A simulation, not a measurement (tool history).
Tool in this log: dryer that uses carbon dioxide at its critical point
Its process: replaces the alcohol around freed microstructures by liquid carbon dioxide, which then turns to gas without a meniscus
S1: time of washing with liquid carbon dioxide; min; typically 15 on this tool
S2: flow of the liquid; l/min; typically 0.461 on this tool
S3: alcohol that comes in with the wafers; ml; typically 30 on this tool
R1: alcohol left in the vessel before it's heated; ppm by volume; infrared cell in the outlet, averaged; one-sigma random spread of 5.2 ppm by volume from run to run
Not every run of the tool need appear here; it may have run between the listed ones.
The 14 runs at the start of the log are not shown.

run     day  S1     S2  S3    R1
 15  29.562  15  0.461  41   261
 16  32.129  15  0.461  41   281
 17  33.908  15  0.461  41   298
 18  35.221  15  0.461  30   248
 19  37.800  15  0.461  30   270
 20  40.446  17  0.625  29   141
 21  42.383  22  0.321  75   581
 22  44.288  13  0.461  80  1073
 23  46.521  23  0.461  57   168
 24  48.642  10  0.569  23   513
     50.479  -- inlet filter changed
 25  51.379  11  0.363  41  1739
 26  52.871  15  0.461  34   258
 27  54.950  21  0.432  34   178
 28  57.142  21  0.651  26   157
 29  59.933  19  0.354  36   351
     60.817  -- purifier's bed changed
 30  62.988  10  0.437  36  1171
 31  64.888  10  0.437  36  1211
 32  67.304  10  0.437  36  1276
 33  70.246  17  0.437  90   325
 34  71.538  11  0.527  83   982
 35  72.946  11  0.527  83  1049
 36  75.917  11  0.300  27  2625
 37  78.300  23  0.318  84   502

Forecast each of these 5 alternatives for the next run:
  A  81.142  20  0.461  30   ?
  B  81.142  15  0.504  30   ?
  C  81.142  23  0.318  22   ?
  D  81.142  14  0.387  29   ?
  E  81.142  15  0.461  71   ?

run   R1
  A   86
  B  167
  C  169
  D  666
  E  531
What these runs would have given with no unlogged condition in the tool:
run   R1
  A   19
  B   55
  C   52
  D  329
  E  219
